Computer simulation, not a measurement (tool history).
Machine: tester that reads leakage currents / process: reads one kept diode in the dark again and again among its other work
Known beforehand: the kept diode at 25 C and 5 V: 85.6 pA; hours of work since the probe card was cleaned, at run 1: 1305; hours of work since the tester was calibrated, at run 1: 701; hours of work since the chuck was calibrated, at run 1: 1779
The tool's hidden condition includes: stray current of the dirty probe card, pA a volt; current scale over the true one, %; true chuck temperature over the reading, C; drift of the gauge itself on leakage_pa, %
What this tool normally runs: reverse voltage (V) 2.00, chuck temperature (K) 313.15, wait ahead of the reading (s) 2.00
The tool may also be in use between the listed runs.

run    hour  reverse voltage (V)  chuck temperature (K)  wait ahead of the reading (s)  hours of work since the probe card was cleaned  hours of work since the tester was calibrated  hours of work since the chuck was calibrated  current that the tester gives (pA)
  1     0.0                 2.00                 313.15                           2.00                                            1305                                            701                                          1779                              182.82
  2    36.4                 2.00                 313.15                           2.00                                            1328                                            725                                          1802                              182.04
  3    59.3                 2.00                 313.15                           2.00                                            1343                                            739                                          1817                              181.44
  4   101.3                 2.00                 314.15                           2.00                                            1370                                            766                                          1844                              197.49
  5   149.2                 2.00                 313.15                           9.99                                            1401                                            797                                          1875                              181.18
  6   199.2                 2.00                 313.15                           9.99                                            1433                                            829                                          1907                              180.70
  7   241.9                 2.00                 313.15                           9.99                                            1460                                            856                                          1934                              180.16
  8   269.0                 2.00                 313.15                           9.99                                            1477                                            874                                          1952                              180.04
  9   305.4                15.07                 313.15                           2.00                                            1501                                            897                                          1975                              558.07
 10   334.6                15.07                 313.15                           0.82                                            1519                                            916                                          1994                              561.04
 11   381.6                15.07                 313.15                           0.82                                            1550                                            946                                          2024                              562.24
 12   405.8                 2.00                 295.15                           2.00                                            1565                                            962                                          2039                               36.27
 13   448.4                 2.00                 295.15                           2.00                                            1592                                            989                                          2067                               36.05
 14   469.0                 2.00                 295.15                           2.00                                            1606                                           1002                                          2080                               36.10
 15   516.3                 2.00                 314.15                           2.00                                            1636                                           1032                                          2110                              194.54
 16   538.9                 2.00                 313.15                           2.00                                            1651                                           1047                                          2125                              178.87
 17   584.0                 2.00                 313.15                           2.00                                            1679                                           1076                                          2154                              178.49
 18   609.9                 2.00                 313.15                           2.00                                            1696                                           1092                                          2170                              178.44
 19   631.3                18.98                 313.15                           2.00                                            1710                                           1106                                          2184                              626.38
 20   665.1                18.98                 313.15                           2.00                                            1731                                           1128                                          2206                              625.26
 21   692.3                18.98                 313.15                           2.00                                            1749                                           1145                                          2223                              625.22
 22   722.5                 9.09                 312.15                           3.41                                            1768                                           1165                                          2243                              377.01
 23   744.6                 1.29                 322.15                           0.53                                            1782                                           1179                                          2257                              297.11
 24   782.4                 1.29                 318.15                           1.01                                            1807                                           1203                                          2281                              211.88
 25   832.7                 2.21                 302.15                           0.38                                            1839                                           1235                                          2313                               72.46
 26   871.3                 3.85                 327.15                           5.82                                            1864                                           1260                                          2338                              802.44
 27   905.5                 2.00                 309.15                           2.00                                            1886                                           1282                                          2360                              124.20
      909.9  -- chuck's temperature calibrated
 28   938.3                 1.46                 313.15                           4.98                                            1905                                           1302                                            18                              142.97
 29   962.2                 1.79                 313.15                           0.39                                            1921                                           1317                                            34                              161.42
 30   982.6                 1.79                 313.15                           0.39                                            1934                                           1330                                            47                              160.69
 31  1009.4                 1.69                 293.15                           6.72                                            1951                                           1347                                            64                               25.88
 32  1030.9                 2.40                 306.15                           4.03                                            1965                                           1361                                            78                              101.47
 33  1053.1                11.81                 323.15                           6.36                                            1979                                           1375                                            92                             1043.72
 34  1076.4                 2.00                 313.15                           2.66                                            1994                                           1390                                           107                              169.02
     1081.2  -- chuck's temperature calibrated, once more
 35  1105.6                 2.00                 313.15                           2.66                                            2011                                           1408                                            16                              202.68
 36  1150.9                 2.00                 313.15                           2.66                                            2041                                           1437                                            45                              203.27
 37  1198.3                 2.00                 300.15                           0.31                                            2071                                           1467                                            75                               67.22
 38  1220.2                 2.00                 300.15                           0.31                                            2085                                           1481                                            89                               67.02
 39  1243.1                 2.00                 300.15                           0.31                                            2100                                           1496                                           104                               67.11
 40  1266.9                 2.51                 302.15                           2.48                                            2115                                           1511                                           119                               88.02
 41  1294.8                 1.62                 301.15                           5.42                                            2133                                           1529                                           137                               62.50

Table of differences, measured result less the result of that run with no hidden state. Run-to-run variation is the same in both. Gauge scatter possibly is not:
run  current that the tester gives (pA)
  1                              -20.42
  2                              -20.64
  3                              -20.80
  4                              -23.09
  5                              -21.57
  6                              -21.93
  7                              -22.22
  8                              -22.47
  9                              -58.44
 10                              -59.04
 11                              -60.10
 12                               -3.13
 13                               -3.17
 14                               -3.18
 15                              -26.63
 16                              -24.63
 17                              -24.98
 18                              -25.20
 19                              -70.72
 20                              -71.45
 21                              -72.09
 22                              -48.23
 23                              -44.51
 24                              -32.42
 25                               -9.32
 26                             -121.12
 27                              -18.92
 28                              -28.16
 29                              -31.43
 30                              -31.51
 31                               -3.36
 32                              -19.07
 33                             -196.02
 34                              -34.11
 35                               +0.43
 36                               +0.03
 37                               +2.00
 38                               +1.93
 39                               +1.88
 40                               +2.19
 41                               +1.21

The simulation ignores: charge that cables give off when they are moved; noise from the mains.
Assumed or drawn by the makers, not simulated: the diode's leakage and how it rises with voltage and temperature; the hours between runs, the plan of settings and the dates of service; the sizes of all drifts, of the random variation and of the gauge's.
